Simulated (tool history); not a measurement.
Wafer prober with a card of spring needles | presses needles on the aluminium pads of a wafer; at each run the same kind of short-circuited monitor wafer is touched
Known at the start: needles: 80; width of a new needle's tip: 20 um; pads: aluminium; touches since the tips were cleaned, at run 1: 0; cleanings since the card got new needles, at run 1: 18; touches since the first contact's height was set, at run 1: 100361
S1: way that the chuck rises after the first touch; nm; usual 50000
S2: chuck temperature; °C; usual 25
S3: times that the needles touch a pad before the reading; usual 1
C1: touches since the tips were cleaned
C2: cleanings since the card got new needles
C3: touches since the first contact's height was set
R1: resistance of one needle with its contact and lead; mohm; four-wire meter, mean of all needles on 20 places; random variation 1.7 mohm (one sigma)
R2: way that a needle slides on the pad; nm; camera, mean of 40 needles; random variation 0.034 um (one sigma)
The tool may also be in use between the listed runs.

| run | hour | S1 | S2 | S3 | C1 | C2 | C3 | R1 | R2 |
|---|---|---|---|---|---|---|---|---|---|
| 1 | 0.0 | 50000 | 25 | 1 | 0 | 18 | 100361 | 179 | 11200 |
| 2 | 8.5 | 50000 | 25 | 1 | 3831 | 18 | 104192 | 260 | 11260 |
|  | 11.2 | tips cleaned on abrasive film |
| 3 | 14.8 | 50000 | 25 | 1 | 1629 | 19 | 106958 | 227 | 11170 |
| 4 | 19.5 | 50000 | 25 | 1 | 3738 | 19 | 109067 | 263 | 11160 |
|  | 22.2 | tips cleaned on abrasive film |
| 5 | 28.7 | 50000 | 25 | 1 | 2893 | 20 | 113129 | 253 | 11210 |
|  | 33.2 | tips cleaned on abrasive film |
| 6 | 33.2 | 50000 | 25 | 1 | 0 | 21 | 115134 | 173 | 11200 |
| 7 | 40.1 | 50000 | 25 | 1 | 3064 | 21 | 118198 | 250 | 11140 |
|  | 44.3 | tips cleaned on abrasive film |
| 8 | 50.8 | 50000 | 25 | 1 | 2911 | 22 | 122960 | 252 | 11160 |
|  | 55.3 | tips cleaned on abrasive film |
| 9 | 57.3 | 50000 | 60 | 1 | 904 | 23 | 125854 | 206 | 11200 |
| 10 | 64.2 | 50000 | 25 | 1 | 3966 | 23 | 128916 | 262 | 11140 |
|  | 66.5 | tips cleaned on abrasive film |
| 11 | 74.0 | 50000 | 25 | 1 | 3356 | 24 | 133279 | 255 | 11110 |
|  | 77.7 | tips cleaned on abrasive film |
| 12 | 84.8 | 50000 | 25 | 1 | 3154 | 25 | 138074 | 254 | 11040 |
|  | 88.7 | tips cleaned on abrasive film |
| 13 | 91.8 | 36000 | 40 | 2 | 1391 | 26 | 141172 | 239 | 7810 |
| 14 | 98.6 | 48000 | 42 | 1 | 4434 | 26 | 144215 | 276 | 10630 |
|  | 99.9 | tips cleaned on abrasive film |
| 15 | 106.4 | 35000 | 33 | 1 | 2896 | 27 | 147677 | 344 | 7590 |
|  | 111.6 | tips cleaned on abrasive film |
| 16 | 115.5 | 35000 | 33 | 1 | 1742 | 28 | 151733 | 290 | 7540 |
| 17 | 120.7 | 50000 | 25 | 1 | 4046 | 28 | 154037 | 269 | 11080 |
|  | 123.3 | tips cleaned on abrasive film |
| 18 | 126.2 | 50000 | 25 | 1 | 1282 | 29 | 156480 | 213 | 10990 |
|  | 134.6 | tips cleaned on abrasive film |
| 19 | 135.0 | 59000 | 90 | 2 | 199 | 30 | 160391 | 180 | 13080 |

Forecast each of these 4 alternatives for the next run:
| A | 141.6 | 46000 | 33 | 3 | 3139 | 30 | 163331 | ? | ? |
| B | 141.6 | 58000 | 35 | 1 | 3139 | 30 | 163331 | ? | ? |
| C | 141.6 | 35000 | 25 | 1 | 3139 | 30 | 163331 | ? | ? |
| D | 141.6 | 31000 | 26 | 2 | 3139 | 30 | 163331 | ? | ? |

| run | R1 | R2 |
|---|---|---|
| A | 208 | 10050 |
| B | 237 | 12910 |
| C | 358 | 7500 |
| D | 323 | 6560 |
Without the tool's hidden state the same runs would have given:
| run | R1 | R2 |
|---|---|---|
| A | 168 | 10710 |
| B | 167 | 13570 |
| C | 171 | 8160 |
| D | 178 | 7220 |

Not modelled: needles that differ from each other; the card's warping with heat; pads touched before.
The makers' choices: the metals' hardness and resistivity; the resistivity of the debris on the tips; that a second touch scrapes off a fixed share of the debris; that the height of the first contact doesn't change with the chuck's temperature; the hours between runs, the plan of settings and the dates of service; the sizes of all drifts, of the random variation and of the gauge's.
